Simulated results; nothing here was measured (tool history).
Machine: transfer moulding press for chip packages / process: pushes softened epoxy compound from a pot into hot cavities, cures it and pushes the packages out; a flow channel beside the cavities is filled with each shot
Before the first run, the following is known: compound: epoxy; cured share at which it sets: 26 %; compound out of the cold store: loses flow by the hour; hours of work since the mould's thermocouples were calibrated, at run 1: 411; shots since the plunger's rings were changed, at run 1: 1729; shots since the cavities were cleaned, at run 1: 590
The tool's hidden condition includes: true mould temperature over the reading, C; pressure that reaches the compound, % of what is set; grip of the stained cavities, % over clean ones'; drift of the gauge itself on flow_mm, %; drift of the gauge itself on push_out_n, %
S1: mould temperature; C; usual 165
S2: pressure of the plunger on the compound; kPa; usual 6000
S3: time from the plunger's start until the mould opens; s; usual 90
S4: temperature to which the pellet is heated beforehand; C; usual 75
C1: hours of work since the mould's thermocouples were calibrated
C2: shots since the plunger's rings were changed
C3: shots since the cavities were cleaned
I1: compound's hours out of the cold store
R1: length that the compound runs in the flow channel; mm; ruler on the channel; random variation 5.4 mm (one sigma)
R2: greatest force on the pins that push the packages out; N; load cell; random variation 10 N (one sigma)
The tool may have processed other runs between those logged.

run    hour   S1    S2   S3  S4   C1    C2    C3    I1   R1    R2
  1     0.0  165  6000   90  75  411  1729   590  18.0  524   563
       49.9  -- cavities cleaned with cleaning compound and waxed
  2    62.3  165  6000   90  75  447  2512   159  39.0  457   458
      143.6  -- cavities cleaned with cleaning compound and waxed
  3   143.6  165  6000  111  75  495  3541     0  38.8  460   281
  4   184.5  165  6000   90  75  520  4069   528  40.4  447   525
      236.9  -- cavities cleaned with cleaning compound and waxed
  5   248.9  165  6000   90  77  557  4880   156  20.9  472   453
  6   314.9  165  6000   90  77  597  5731  1007  27.9  455   548
      328.1  -- cavities cleaned with cleaning compound and waxed
      358.1  -- plunger's sealing rings changed
  7   370.3  165  6950   90  75  628   157   512  12.3  598   578
      421.9  -- cavities cleaned with cleaning compound and waxed
  8   423.1  165  6140   90  75  658   818    16  12.7  557   444
  9   464.1  165  6140   90  75  683  1346   544  47.7  467   507
      514.7  -- cavities cleaned with cleaning compound and waxed
 10   530.9  165  6140   90  75  722  2188   209  34.3  483   437
 11   592.9  165  6140   90  75  759  2987  1008  34.8  469   587
      599.4  -- mould's thermocouples calibrated
      610.5  -- cavities cleaned with cleaning compound and waxed
 12   645.9  165  6000   90  75   27  3626   456  31.8  473   557
      702.1  -- cavities cleaned with cleaning compound and waxed
 13   711.2  164  6000   90  75   65  4448   118  22.1  488   553
 14   748.5  164  6000   90  75   87  4929   599  28.4  463   646
      792.6  -- cavities cleaned with cleaning compound and waxed
 15   833.1  160  4750  105  83  137  6000   522  39.4  391   525
      855.0  -- plunger's sealing rings changed
      889.2  -- cavities cleaned with cleaning compound and waxed
 16   900.1  171  5670  105  83  175   561   139  35.6  464   299
 17   962.7  157  6460   71  85  212  1368   946  34.3  515  1509
      981.8  -- cavities cleaned with cleaning compound and waxed
 18  1015.6  171  4810   93  75  243  2031   435  37.1  420   380
     1075.7  -- cavities cleaned with cleaning compound and waxed
 19  1086.9  165  6000   90  71  285  2930   143  39.4  448   477
 20  1132.9  165  6000   90  71  312  3524   737  47.6  435   593
     1166.2  -- cavities cleaned with cleaning compound and waxed
 21  1172.7  158  6000   90  82  335  4018    84  30.1  486   693
     1258.2  -- cavities cleaned with cleaning compound and waxed
 22  1259.0  158  6000   90  82  386  5111    11  39.9  444   680
 23  1300.7  163  6000   72  81  411  5648   548   8.7  507  1175
     1346.8  -- plunger's sealing rings changed
     1354.2  -- cavities cleaned with cleaning compound and waxed
 24  1362.4  167  6300   90  69  446   181   106  39.2  492   412
 25  1432.8  165  5780   71  75  488  1089  1014  29.5  489  1140
     1446.2  -- cavities cleaned with cleaning compound and waxed
 26  1510.2  165  5780   71  75  533  2067   825  12.8  517  1161

Measured minus without-hidden-state, run by run (identical run-to-run variation in each term; gauge scatter may differ):
run   R1    R2
  1  -20  +130
  2  -25   +29
  3  -36    -7
  4  -42  +106
  5  -53   +18
  6  -62  +145
  7   -5  +107
  8  -11   -19
  9  -15   +98
 10  -24   +32
 11  -32  +150
 12  -36  +134
 13  -48   +61
 14  -53  +174
 15  -56  +129
 16   -5   +33
 17  -14  +465
 18  -17   +82
 19  -28   +50
 20  -33  +167
 21  -43   +30
 22  -52    -5
 23  -66  +283
 24   -4   +30
 25  -14  +344
 26  -25  +321
